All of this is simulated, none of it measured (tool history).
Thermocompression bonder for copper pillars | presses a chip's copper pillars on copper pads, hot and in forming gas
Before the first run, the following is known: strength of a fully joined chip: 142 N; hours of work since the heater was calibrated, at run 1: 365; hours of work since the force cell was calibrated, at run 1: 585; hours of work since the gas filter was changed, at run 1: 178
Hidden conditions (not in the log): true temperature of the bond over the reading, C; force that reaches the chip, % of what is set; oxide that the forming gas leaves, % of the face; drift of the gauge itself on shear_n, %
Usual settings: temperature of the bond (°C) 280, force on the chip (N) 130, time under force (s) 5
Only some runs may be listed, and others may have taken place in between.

run,hour,temperature of the bond (°C),force on the chip (N),time under force (s),hours of work since the heater was calibrated,hours of work since the force cell was calibrated,hours of work since the gas filter was changed,force that shears a chip off (N)
1,0.0,280,130,5,365,585,178,48.1
2,15.1,280,83,5,375,595,187,33.0
3,31.8,280,83,5,385,605,198,33.5
4,47.5,280,130,5,395,615,207,47.6
5,70.2,280,130,5,409,629,222,47.2
6,92.6,280,130,5,423,643,236,48.2
7,113.9,280,130,5,436,656,249,47.0
8,133.6,280,130,5,449,668,261,47.6
9,157.4,280,130,11,463,683,276,63.3
10,172.5,280,130,11,473,693,285,63.6
11,195.4,280,130,11,487,707,300,61.8
12,216.0,280,130,11,500,720,312,62.3
13,225.8,301,130,5,506,726,318,56.7
# hour 231.5: forming gas filter changed
14,243.5,301,130,5,517,737,7,62.3
15,254.6,277,130,5,524,743,14,46.6
16,273.3,280,130,5,535,755,26,48.9
17,288.0,280,130,5,544,764,35,48.3
18,298.6,280,130,5,551,771,42,48.8
19,311.9,280,130,5,559,779,50,49.2
20,335.0,280,130,5,574,793,64,48.4
21,357.8,299,130,14,588,808,79,83.7
22,381.3,274,161,12,603,822,93,72.5
23,392.4,295,93,4,609,829,100,37.2
24,413.7,295,79,5,623,843,113,36.1
25,433.6,280,177,10,635,855,126,76.0
26,454.1,268,119,5,648,868,139,38.0
27,474.3,268,119,5,660,880,151,37.0
28,490.9,250,153,4,671,891,162,33.9
29,504.8,262,152,6,679,899,170,45.8
# hour 507.3: force cell calibrated
30,520.5,262,152,6,688,8,179,47.1
31,535.8,290,188,5,698,18,189,70.2
32,552.0,290,188,5,708,28,199,70.2
33,566.7,290,188,5,717,37,208,68.6
34,588.7,274,130,10,731,51,221,57.8
35,612.5,274,130,10,746,66,236,57.2
36,626.9,285,139,7,755,74,245,59.4
37,646.4,285,139,7,767,87,257,59.3
38,661.7,285,139,7,776,96,267,57.0
39,685.1,285,139,7,791,111,281,57.9

Measured less the same run without the tool's hidden state. The same run-to-run variation is in both; the gauge's scatter may not be:
run,force that shears a chip off (N)
1,-6.1
2,-4.5
3,-4.7
4,-6.5
5,-6.9
6,-7.3
7,-7.5
8,-7.7
9,-10.1
10,-10.4
11,-10.6
12,-11.1
13,-10.3
14,-6.1
15,-5.5
16,-5.8
17,-6.0
18,-6.2
19,-6.4
20,-6.7
21,-9.1
22,-9.5
23,-5.9
24,-6.0
25,-10.5
26,-7.1
27,-7.2
28,-7.1
29,-9.0
30,-7.3
31,-9.4
32,-9.6
33,-9.9
34,-9.4
35,-9.6
36,-10.1
37,-10.3
38,-10.2
39,-10.9

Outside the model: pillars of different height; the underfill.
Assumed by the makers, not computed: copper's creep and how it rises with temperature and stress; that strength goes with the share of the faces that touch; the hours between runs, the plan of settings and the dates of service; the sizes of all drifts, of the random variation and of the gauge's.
